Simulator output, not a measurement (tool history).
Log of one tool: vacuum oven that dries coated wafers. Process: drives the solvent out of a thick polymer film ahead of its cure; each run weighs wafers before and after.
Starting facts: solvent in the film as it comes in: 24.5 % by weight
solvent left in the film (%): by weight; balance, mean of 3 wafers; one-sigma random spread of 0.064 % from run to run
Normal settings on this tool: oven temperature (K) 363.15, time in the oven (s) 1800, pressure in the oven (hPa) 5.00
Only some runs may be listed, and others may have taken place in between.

run	hour	oven temperature (K)	time in the oven (s)	pressure in the oven (hPa)	solvent left in the film (%)
1	0.0	363.15	1800	5.00	5.23
2	6.9	363.15	1800	5.00	5.06
3	15.0	363.15	1800	5.00	4.98
4	23.4	363.15	1800	5.00	5.06
5	31.3	363.15	1800	5.00	4.93
6	43.7	363.15	1800	10.11	5.42
7	49.7	356.15	1800	5.00	8.54
8	55.7	363.15	1200	5.00	7.90
9	61.6	363.15	1200	19.81	8.71
10	71.3	363.15	1200	19.81	8.72
11	81.7	363.15	1200	19.81	8.59
12	92.2	363.15	1200	19.81	8.72
13	102.0	363.15	1800	3.25	4.96
14	112.7	363.15	1800	3.25	4.93
15	125.9	363.15	1800	3.25	4.86
16	134.0	363.15	1800	3.25	4.84
17	141.4	363.15	1800	3.25	4.91
18	148.0	363.15	1800	3.25	5.00
19	161.4	363.15	1800	3.25	4.86
20	170.0	363.15	1800	3.25	4.92
21	175.7	363.15	1800	3.25	4.87
22	181.6	373.15	1800	5.52	1.49
23	187.6	373.15	1800	5.52	1.53
24	195.4	360.15	1620	2.75	6.91
25	201.5	360.15	2280	6.63	4.91
26	213.2	372.15	960	5.00	5.13
27	225.8	368.15	1200	5.00	5.57
28	233.8	363.15	1320	12.64	7.65
29	242.1	362.15	2580	4.96	3.26
30	249.4	363.15	2520	3.66	2.88
31	255.4	365.15	2880	3.66	1.64
32	261.8	361.15	2520	3.87	3.65
33	273.1	361.15	2520	3.87	3.56

Forecast each of these 5 alternatives for the next run:
# hour 282.9: oven's thermocouples calibrated
A	284.0	370.15	2580	5.00	?
# hour 282.9: oven's thermocouples calibrated
B	284.0	363.15	2460	5.00	?
# hour 282.9: oven's thermocouples calibrated
C	284.0	363.15	1020	3.63	?
# hour 282.9: oven's thermocouples calibrated
D	284.0	363.15	900	16.13	?
# hour 282.9: oven's thermocouples calibrated
E	284.0	352.15	1800	5.00	?

run	solvent left in the film (%)
A	1.46
B	3.92
C	9.96
D	11.42
E	11.58
With no hidden state in the tool, these same runs would have given:
run	solvent left in the film (%)
A	1.45
B	3.92
C	9.98
D	11.43
E	11.59
